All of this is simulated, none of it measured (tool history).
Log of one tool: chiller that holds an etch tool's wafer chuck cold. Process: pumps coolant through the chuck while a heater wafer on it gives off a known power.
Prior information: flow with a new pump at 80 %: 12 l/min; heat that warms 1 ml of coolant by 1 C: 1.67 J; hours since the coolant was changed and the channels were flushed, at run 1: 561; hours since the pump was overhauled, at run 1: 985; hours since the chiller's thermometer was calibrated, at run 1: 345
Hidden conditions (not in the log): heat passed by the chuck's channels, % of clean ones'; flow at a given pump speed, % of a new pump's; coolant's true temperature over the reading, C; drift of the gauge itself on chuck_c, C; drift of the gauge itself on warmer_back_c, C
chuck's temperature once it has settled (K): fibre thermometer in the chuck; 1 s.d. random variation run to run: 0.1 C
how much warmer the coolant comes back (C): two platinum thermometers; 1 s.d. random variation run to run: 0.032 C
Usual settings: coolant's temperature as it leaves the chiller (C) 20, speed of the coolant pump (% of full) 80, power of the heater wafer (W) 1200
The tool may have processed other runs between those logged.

run    hour  coolant's temperature as it leaves the chiller (C)  speed of the coolant pump (% of full)  power of the heater wafer (W)  hours since the coolant was changed and the channels were flushed  hours since the pump was overhauled  hours since the chiller's thermometer was calibrated  chuck's temperature once it has settled (K)  how much warmer the coolant comes back (C)
  1     0.0                                                  20                                     80                           1200                                                                561                                  985                                                   345                                       301.85                                        3.56
  2   105.0                                                  20                                     80                           1200                                                                666                                 1090                                                   450                                       301.55                                        3.61
  3   211.5                                                  18                                     80                           1200                                                                773                                 1196                                                   556                                       299.95                                        3.57
  4   295.6                                                  18                                     80                           1200                                                                857                                 1280                                                   640                                       299.75                                        3.64
  5   363.4                                                  18                                     80                           1200                                                                925                                 1348                                                   708                                       299.65                                        3.69
  6   437.4                                                  18                                     80                           1200                                                                999                                 1422                                                   782                                       299.95                                        3.69
  7   544.2                                                  20                                     80                           1200                                                               1105                                 1529                                                   889                                       301.75                                        3.69
  8   695.8                                                  15                                     73                           1175                                                               1257                                 1680                                                  1041                                       297.35                                        4.09
  9   777.6                                                  11                                     96                           1204                                                               1339                                 1762                                                  1122                                       291.55                                        3.11
 10   896.6                                                  12                                     78                            827                                                               1458                                 1881                                                  1241                                       291.15                                        2.73
 11  1053.6                                                  20                                     80                            631                                                               1615                                 2038                                                  1398                                       297.75                                        2.13
 12  1161.2                                                  25                                     80                            813                                                               1722                                 2146                                                  1506                                       303.85                                        2.65
 13  1299.8                                                  25                                     80                            813                                                               1861                                 2284                                                  1645                                       304.05                                        2.71
 14  1442.6                                                  23                                     92                            813                                                               2004                                 2427                                                  1787                                       301.25                                        2.41

5 options for the next run, each taken on its own from the tool as it stands now. Forecast them:
  A  1602.3                                                  30                                     72                            696                                                               2164                                 2587                                                  1947                                            ?                                           ?
  B  1602.3                                                  20                                     80                            829                                                               2164                                 2587                                                  1947                                            ?                                           ?
  C  1602.3                                                  20                                     74                           1700                                                               2164                                 2587                                                  1947                                            ?                                           ?
  D  1602.3                                                  14                                     63                           1145                                                               2164                                 2587                                                  1947                                            ?                                           ?
  E  1602.3                                                  22                                     60                           1451                                                               2164                                 2587                                                  1947                                            ?                                           ?

run  chuck's temperature once it has settled (K)  how much warmer the coolant comes back (C)
  A                                       308.55                                        2.70
  B                                       299.05                                        2.85
  C                                       306.35                                        5.90
  D                                       297.25                                        4.81
  E                                       308.55                                        6.39
Stripped of hidden state, with their random variation kept, the same runs would have yielded:
run  chuck's temperature once it has settled (K)  how much warmer the coolant comes back (C)
  A                                       308.55                                        2.35
  B                                       298.95                                        2.50
  C                                       306.35                                        5.55
  D                                       297.25                                        4.46
  E                                       308.55                                        6.04
